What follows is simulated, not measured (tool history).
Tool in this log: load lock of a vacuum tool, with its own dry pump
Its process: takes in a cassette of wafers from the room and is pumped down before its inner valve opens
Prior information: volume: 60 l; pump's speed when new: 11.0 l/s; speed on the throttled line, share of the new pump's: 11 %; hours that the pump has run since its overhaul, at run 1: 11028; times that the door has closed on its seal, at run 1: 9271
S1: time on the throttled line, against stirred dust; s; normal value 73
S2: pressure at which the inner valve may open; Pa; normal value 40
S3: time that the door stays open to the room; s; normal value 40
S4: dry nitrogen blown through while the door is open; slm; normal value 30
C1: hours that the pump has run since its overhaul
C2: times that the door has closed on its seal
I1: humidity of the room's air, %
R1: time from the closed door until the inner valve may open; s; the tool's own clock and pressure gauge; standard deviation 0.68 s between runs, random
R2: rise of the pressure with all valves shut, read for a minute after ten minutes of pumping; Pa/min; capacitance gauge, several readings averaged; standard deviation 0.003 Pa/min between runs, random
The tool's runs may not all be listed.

{"run": 1, "day": 0.0, "S1": 73, "S2": 40, "S3": 40, "S4": 30, "C1": 11028, "C2": 9271, "I1": 42.2, "R1": 111.5, "R2": 0.049}
{"run": 2, "day": 8.171, "S1": 73, "S2": 40, "S3": 40, "S4": 30, "C1": 11224, "C2": 9584, "I1": 44.7, "R1": 110.3, "R2": 0.051}
{"run": 3, "day": 16.558, "S1": 73, "S2": 40, "S3": 40, "S4": 30, "C1": 11425, "C2": 9905, "I1": 46.2, "R1": 111.1, "R2": 0.054}
{"run": 4, "day": 27.938, "S1": 73, "S2": 40, "S3": 40, "S4": 30, "C1": 11699, "C2": 10341, "I1": 45.8, "R1": 110.2, "R2": 0.056}
{"run": 5, "day": 36.775, "S1": 73, "S2": 40, "S3": 40, "S4": 10, "C1": 11911, "C2": 10679, "I1": 48.8, "R1": 112.1, "R2": 0.074}
{"run": 6, "day": 50.058, "S1": 73, "S2": 40, "S3": 40, "S4": 10, "C1": 12229, "C2": 11188, "I1": 50.7, "R1": 110.3, "R2": 0.081}
{"run": 7, "day": 62.396, "S1": 73, "S2": 40, "S3": 40, "S4": 10, "C1": 12526, "C2": 11660, "I1": 45.3, "R1": 111.9, "R2": 0.074}
{"run": 8, "day": 72.917, "S1": 114, "S2": 40, "S3": 40, "S4": 30, "C1": 12778, "C2": 12063, "I1": 45.3, "R1": 148.7, "R2": 0.061}
{"run": 9, "day": 81.142, "S1": 73, "S2": 40, "S3": 40, "S4": 30, "C1": 12975, "C2": 12378, "I1": 46.9, "R1": 111.5, "R2": 0.062}
{"run": 10, "day": 88.304, "S1": 73, "S2": 40, "S3": 40, "S4": 30, "C1": 13147, "C2": 12652, "I1": 43.3, "R1": 112.7, "R2": 0.058}
{"run": 11, "day": 99.096, "S1": 73, "S2": 40, "S3": 40, "S4": 11, "C1": 13406, "C2": 13066, "I1": 42.9, "R1": 112.4, "R2": 0.071}
{"run": 12, "day": 106.433, "S1": 73, "S2": 40, "S3": 40, "S4": 11, "C1": 13582, "C2": 13347, "I1": 49.7, "R1": 113.1, "R2": 0.08}
{"run": 13, "day": 113.358, "S1": 73, "S2": 40, "S3": 40, "S4": 11, "C1": 13749, "C2": 13612, "I1": 41.1, "R1": 112.5, "R2": 0.074}
{"run": 14, "day": 126.879, "S1": 96, "S2": 40, "S3": 40, "S4": 30, "C1": 14073, "C2": 14129, "I1": 42.9, "R1": 133.2, "R2": 0.061}
{"run": 15, "day": 138.833, "S1": 96, "S2": 40, "S3": 40, "S4": 30, "C1": 14360, "C2": 14587, "I1": 42.7, "R1": 134.0, "R2": 0.067}
{"run": 16, "day": 149.521, "S1": 96, "S2": 40, "S3": 40, "S4": 30, "C1": 14617, "C2": 14996, "I1": 46.0, "R1": 133.0, "R2": 0.065}
{"run": 17, "day": 155.225, "S1": 73, "S2": 40, "S3": 73, "S4": 30, "C1": 14753, "C2": 15215, "I1": 47.7, "R1": 113.6, "R2": 0.079}
{"run": 18, "day": 165.312, "S1": 73, "S2": 40, "S3": 73, "S4": 30, "C1": 14996, "C2": 15601, "I1": 45.3, "R1": 112.8, "R2": 0.077}
{"run": 19, "day": 177.892, "S1": 73, "S2": 40, "S3": 73, "S4": 30, "C1": 15297, "C2": 16083, "I1": 45.4, "R1": 114.0, "R2": 0.075}
{"run": 20, "day": 188.042, "S1": 88, "S2": 40, "S3": 91, "S4": 30, "C1": 15541, "C2": 16472, "I1": 45.5, "R1": 126.6, "R2": 0.082}
{"run": 21, "day": 197.042, "S1": 88, "S2": 40, "S3": 59, "S4": 21, "C1": 15757, "C2": 16816, "I1": 41.0, "R1": 127.7, "R2": 0.077}
{"run": 22, "day": 206.592, "S1": 88, "S2": 40, "S3": 59, "S4": 21, "C1": 15986, "C2": 17182, "I1": 43.9, "R1": 126.8, "R2": 0.084}
{"run": 23, "day": 214.712, "S1": 88, "S2": 40, "S3": 59, "S4": 21, "C1": 16181, "C2": 17493, "I1": 49.4, "R1": 126.2, "R2": 0.087}
{"run": 24, "day": 224.217, "S1": 88, "S2": 40, "S3": 59, "S4": 21, "C1": 16409, "C2": 17857, "I1": 42.0, "R1": 126.5, "R2": 0.082}
{"run": 25, "day": 231.733, "S1": 75, "S2": 37, "S3": 59, "S4": 21, "C1": 16590, "C2": 18145, "I1": 44.0, "R1": 115.8, "R2": 0.082}
{"run": 26, "day": 243.038, "S1": 73, "S2": 40, "S3": 40, "S4": 10, "C1": 16861, "C2": 18578, "I1": 43.3, "R1": 114.4, "R2": 0.091}
{"run": 27, "day": 251.617, "S1": 47, "S2": 37, "S3": 186, "S4": 42, "C1": 17067, "C2": 18906, "I1": 43.1, "R1": 92.6, "R2": 0.083}
{"run": 28, "day": 261.467, "S1": 47, "S2": 37, "S3": 186, "S4": 42, "C1": 17303, "C2": 19283, "I1": 45.1, "R1": 93.3, "R2": 0.088}
{"run": 29, "day": 272.9, "S1": 47, "S2": 35, "S3": 64, "S4": 8, "C1": 17578, "C2": 19721, "I1": 46.3, "R1": 94.0, "R2": 0.101}
{"day": 281.592, "done": "dry pump taken out, an overhauled one fitted"}
{"run": 30, "day": 283.142, "S1": 112, "S2": 68, "S3": 64, "S4": 8, "C1": 37, "C2": 20104, "I1": 47.5, "R1": 140.2, "R2": 0.107}
{"run": 31, "day": 291.95, "S1": 112, "S2": 68, "S3": 64, "S4": 8, "C1": 249, "C2": 20441, "I1": 45.2, "R1": 139.7, "R2": 0.102}
{"run": 32, "day": 304.142, "S1": 73, "S2": 40, "S3": 174, "S4": 20, "C1": 541, "C2": 20908, "I1": 44.2, "R1": 107.0, "R2": 0.105}
{"run": 33, "day": 317.217, "S1": 73, "S2": 40, "S3": 174, "S4": 20, "C1": 855, "C2": 21408, "I1": 43.2, "R1": 108.5, "R2": 0.108}
{"run": 34, "day": 326.829, "S1": 73, "S2": 78, "S3": 84, "S4": 30, "C1": 1086, "C2": 21777, "I1": 47.0, "R1": 104.9, "R2": 0.096}
{"run": 35, "day": 334.892, "S1": 44, "S2": 33, "S3": 178, "S4": 30, "C1": 1279, "C2": 22085, "I1": 47.0, "R1": 84.7, "R2": 0.11}
{"run": 36, "day": 343.425, "S1": 44, "S2": 33, "S3": 178, "S4": 30, "C1": 1484, "C2": 22412, "I1": 45.0, "R1": 84.2, "R2": 0.106}

Entry by entry between the runs, the difference in hidden state between the last listed run before and the first listed run after:
From run 29 to run 30: dry pump taken out, an overhauled one fitted (day 281.592)
  pump's speed, % of a new pump's: 82.9 -> 99.3; leak at the door's seal, Pa l/s: 0.044 -> 0.0453
  measured minus no-state result, R1: +8.0 -> +0.2 s; R2: +0.042 -> +0.043 Pa/min
